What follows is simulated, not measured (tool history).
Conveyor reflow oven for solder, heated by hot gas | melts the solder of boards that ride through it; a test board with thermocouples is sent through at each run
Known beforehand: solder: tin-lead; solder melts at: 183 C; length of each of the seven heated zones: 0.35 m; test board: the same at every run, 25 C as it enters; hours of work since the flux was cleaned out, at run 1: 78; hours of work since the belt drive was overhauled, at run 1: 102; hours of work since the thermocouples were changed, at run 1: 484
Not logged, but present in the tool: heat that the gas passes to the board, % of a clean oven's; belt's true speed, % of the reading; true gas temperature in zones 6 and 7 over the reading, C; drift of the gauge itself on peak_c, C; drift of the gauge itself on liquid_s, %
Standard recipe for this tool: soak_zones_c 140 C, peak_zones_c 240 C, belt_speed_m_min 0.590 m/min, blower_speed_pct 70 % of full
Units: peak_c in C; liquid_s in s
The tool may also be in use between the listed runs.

run,hour,soak_zones_c,peak_zones_c,belt_speed_m_min,blower_speed_pct,hours of work since the flux was cleaned out,hours of work since the belt drive was overhauled,hours of work since the thermocouples were changed,peak_c,liquid_s
1,0.0,140,240,0.590,70,78,102,484,221.3,56.0
2,13.7,140,240,0.590,70,88,112,494,221.3,56.3
3,22.3,140,231,0.590,70,94,118,500,212.9,50.9
4,33.6,140,231,0.590,72,102,127,509,214.1,51.4
5,41.2,140,231,0.590,72,108,132,514,212.8,50.6
6,51.4,140,231,0.590,72,115,139,521,214.0,51.1
7,58.6,140,231,0.590,72,120,144,526,212.6,51.1
8,64.6,140,231,0.590,72,124,149,531,213.5,50.5
9,72.0,140,231,0.590,72,130,154,536,213.5,51.1
10,78.7,140,231,0.590,72,135,159,541,214.0,51.2
11,92.4,140,231,0.590,72,144,169,551,213.1,50.8
12,100.6,140,231,0.590,72,150,174,556,213.2,50.6
13,109.7,140,231,0.590,72,157,181,563,212.9,50.4
14,120.9,140,240,0.590,59,165,189,571,217.0,53.1
15,127.2,140,240,0.618,88,169,193,575,223.3,55.2
16,137.6,148,233,0.618,65,177,201,583,212.6,50.7
# hour 143.2: flux residue cleaned out of gas plates and filters
17,153.2,153,233,0.597,65,7,209,591,214.4,56.7
18,163.6,153,233,0.597,65,15,216,598,214.7,56.0
19,174.1,153,233,0.597,65,22,224,606,215.5,56.8
20,185.8,153,238,0.597,52,30,232,614,216.0,55.8
21,196.1,129,249,0.471,70,38,239,621,233.0,75.4
22,203.8,140,232,0.590,73,43,245,627,213.8,50.9
# hour 215.6: flux residue cleaned out of gas plates and filters, once more
23,219.8,140,232,0.509,73,3,253,635,217.6,64.8
24,228.4,140,232,0.509,73,9,259,641,217.9,64.9
25,240.5,140,232,0.509,63,18,267,649,217.0,63.0

Consider 5 possible next runs. They are alternatives, not a sequence: every one starts from the tool as it was left by run 25. What does each give?
A,249.6,130,249,0.635,63,24,274,656,?,?
B,249.6,140,232,0.509,86,24,274,656,?,?
C,249.6,140,235,0.496,83,24,274,656,?,?
D,249.6,140,253,0.590,88,24,274,656,?,?
E,249.6,146,232,0.691,70,24,274,656,?,?

run,peak_c,liquid_s
A,222.0,49.1
B,220.7,66.1
C,222.7,70.3
D,235.4,64.8
E,209.5,41.9
Without the tool's unlogged condition, the same runs would have read:
run,peak_c,liquid_s
A,224.1,50.3
B,222.9,67.3
C,224.9,71.4
D,237.7,65.6
E,211.5,43.3
